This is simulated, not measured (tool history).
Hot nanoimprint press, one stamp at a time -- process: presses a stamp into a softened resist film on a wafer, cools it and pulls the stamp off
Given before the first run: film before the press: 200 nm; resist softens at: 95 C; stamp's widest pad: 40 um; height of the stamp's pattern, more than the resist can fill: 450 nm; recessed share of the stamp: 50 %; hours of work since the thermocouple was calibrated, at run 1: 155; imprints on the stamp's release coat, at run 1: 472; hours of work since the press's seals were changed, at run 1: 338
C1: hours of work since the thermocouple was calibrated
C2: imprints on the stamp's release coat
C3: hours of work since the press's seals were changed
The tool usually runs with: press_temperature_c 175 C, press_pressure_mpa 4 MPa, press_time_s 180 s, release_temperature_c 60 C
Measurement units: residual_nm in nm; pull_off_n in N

{"run": 1, "day": 0.0, "press_temperature_c": 175, "press_pressure_mpa": 4, "press_time_s": 180, "release_temperature_c": 60, "C1": 155, "C2": 472, "C3": 338, "residual_nm": 77.1, "pull_off_n": 221}
{"day": 0.771, "done": "stamp cleaned and given a new release coat"}
{"run": 2, "day": 0.883, "press_temperature_c": 175, "press_pressure_mpa": 4, "press_time_s": 180, "release_temperature_c": 60, "C1": 166, "C2": 10, "C3": 349, "residual_nm": 77, "pull_off_n": 184}
{"run": 3, "day": 1.5, "press_temperature_c": 175, "press_pressure_mpa": 4, "press_time_s": 94, "release_temperature_c": 60, "C1": 178, "C2": 65, "C3": 360, "residual_nm": 98.6, "pull_off_n": 193}
{"run": 4, "day": 1.858, "press_temperature_c": 175, "press_pressure_mpa": 4.17, "press_time_s": 180, "release_temperature_c": 60, "C1": 184, "C2": 98, "C3": 367, "residual_nm": 75.8, "pull_off_n": 194}
{"run": 5, "day": 2.5, "press_temperature_c": 175, "press_pressure_mpa": 4, "press_time_s": 180, "release_temperature_c": 60, "C1": 196, "C2": 156, "C3": 378, "residual_nm": 77.3, "pull_off_n": 194}
{"run": 6, "day": 2.871, "press_temperature_c": 175, "press_pressure_mpa": 4, "press_time_s": 180, "release_temperature_c": 60, "C1": 202, "C2": 190, "C3": 385, "residual_nm": 77.4, "pull_off_n": 201}
{"run": 7, "day": 3.517, "press_temperature_c": 175, "press_pressure_mpa": 4, "press_time_s": 180, "release_temperature_c": 60, "C1": 214, "C2": 248, "C3": 397, "residual_nm": 78, "pull_off_n": 202}
{"run": 8, "day": 4.171, "press_temperature_c": 175, "press_pressure_mpa": 4, "press_time_s": 180, "release_temperature_c": 60, "C1": 226, "C2": 307, "C3": 408, "residual_nm": 77.7, "pull_off_n": 209}
{"run": 9, "day": 4.771, "press_temperature_c": 175, "press_pressure_mpa": 4, "press_time_s": 180, "release_temperature_c": 60, "C1": 237, "C2": 361, "C3": 419, "residual_nm": 78, "pull_off_n": 207}
{"run": 10, "day": 5.112, "press_temperature_c": 175, "press_pressure_mpa": 4, "press_time_s": 180, "release_temperature_c": 60, "C1": 243, "C2": 392, "C3": 425, "residual_nm": 78.5, "pull_off_n": 219}
{"run": 11, "day": 5.554, "press_temperature_c": 175, "press_pressure_mpa": 4, "press_time_s": 180, "release_temperature_c": 60, "C1": 251, "C2": 432, "C3": 434, "residual_nm": 77.7, "pull_off_n": 205}
{"run": 12, "day": 5.983, "press_temperature_c": 175, "press_pressure_mpa": 4, "press_time_s": 180, "release_temperature_c": 59, "C1": 259, "C2": 471, "C3": 441, "residual_nm": 77.7, "pull_off_n": 220}
{"day": 6.775, "done": "stamp cleaned and given a new release coat"}
{"run": 13, "day": 6.85, "press_temperature_c": 175, "press_pressure_mpa": 4, "press_time_s": 180, "release_temperature_c": 51, "C1": 270, "C2": 7, "C3": 452, "residual_nm": 78.1, "pull_off_n": 231}
{"day": 7.033, "done": "plate thermocouple calibrated"}
{"run": 14, "day": 7.562, "press_temperature_c": 175, "press_pressure_mpa": 4, "press_time_s": 180, "release_temperature_c": 51, "C1": 10, "C2": 60, "C3": 463, "residual_nm": 78.5, "pull_off_n": 234}
{"day": 8.125, "done": "plate thermocouple calibrated, once more"}
{"run": 15, "day": 8.15, "press_temperature_c": 175, "press_pressure_mpa": 4, "press_time_s": 180, "release_temperature_c": 60, "C1": 0, "C2": 102, "C3": 471, "residual_nm": 74.8, "pull_off_n": 186}
{"run": 16, "day": 8.808, "press_temperature_c": 167, "press_pressure_mpa": 4, "press_time_s": 180, "release_temperature_c": 60, "C1": 12, "C2": 161, "C3": 483, "residual_nm": 99.2, "pull_off_n": 191}
{"run": 17, "day": 9.254, "press_temperature_c": 186, "press_pressure_mpa": 2.47, "press_time_s": 116, "release_temperature_c": 52, "C1": 20, "C2": 202, "C3": 491, "residual_nm": 78.3, "pull_off_n": 229}
{"run": 18, "day": 9.925, "press_temperature_c": 178, "press_pressure_mpa": 5.46, "press_time_s": 180, "release_temperature_c": 68, "C1": 32, "C2": 262, "C3": 503, "residual_nm": 58.1, "pull_off_n": 150}
{"run": 19, "day": 10.342, "press_temperature_c": 177, "press_pressure_mpa": 4, "press_time_s": 118, "release_temperature_c": 60, "C1": 40, "C2": 300, "C3": 511, "residual_nm": 82.7, "pull_off_n": 195}
{"run": 20, "day": 10.7, "press_temperature_c": 165, "press_pressure_mpa": 2.65, "press_time_s": 118, "release_temperature_c": 60, "C1": 46, "C2": 332, "C3": 517, "residual_nm": 140.4, "pull_off_n": 206}
{"run": 21, "day": 11.15, "press_temperature_c": 165, "press_pressure_mpa": 2.65, "press_time_s": 268, "release_temperature_c": 60, "C1": 55, "C2": 373, "C3": 525, "residual_nm": 110.9, "pull_off_n": 208}
{"run": 22, "day": 11.792, "press_temperature_c": 165, "press_pressure_mpa": 3.25, "press_time_s": 268, "release_temperature_c": 61, "C1": 66, "C2": 431, "C3": 537, "residual_nm": 102.7, "pull_off_n": 207}
{"run": 23, "day": 12.258, "press_temperature_c": 165, "press_pressure_mpa": 3.25, "press_time_s": 296, "release_temperature_c": 56, "C1": 75, "C2": 473, "C3": 545, "residual_nm": 99.2, "pull_off_n": 241}
{"run": 24, "day": 12.546, "press_temperature_c": 175, "press_pressure_mpa": 4, "press_time_s": 135, "release_temperature_c": 66, "C1": 80, "C2": 499, "C3": 551, "residual_nm": 84.7, "pull_off_n": 176}
{"day": 13.017, "done": "stamp cleaned and given a new release coat"}
{"run": 25, "day": 13.229, "press_temperature_c": 175, "press_pressure_mpa": 4, "press_time_s": 135, "release_temperature_c": 66, "C1": 88, "C2": 19, "C3": 559, "residual_nm": 84.6, "pull_off_n": 153}

Estimate the outcome of run 26 from the log above:
{"run": 26, "day": 13.696, "press_temperature_c": 167, "press_pressure_mpa": 4, "press_time_s": 201, "release_temperature_c": 67, "C1": 96, "C2": 62, "C3": 567, "residual_nm": "?", "pull_off_n": "?"}

residual_nm: 97 nm
pull_off_n: 149 N
On a tool with no hidden condition, and with the same random variation, this run would have come out at residual_nm 96.1 nm, pull_off_n 145 N.

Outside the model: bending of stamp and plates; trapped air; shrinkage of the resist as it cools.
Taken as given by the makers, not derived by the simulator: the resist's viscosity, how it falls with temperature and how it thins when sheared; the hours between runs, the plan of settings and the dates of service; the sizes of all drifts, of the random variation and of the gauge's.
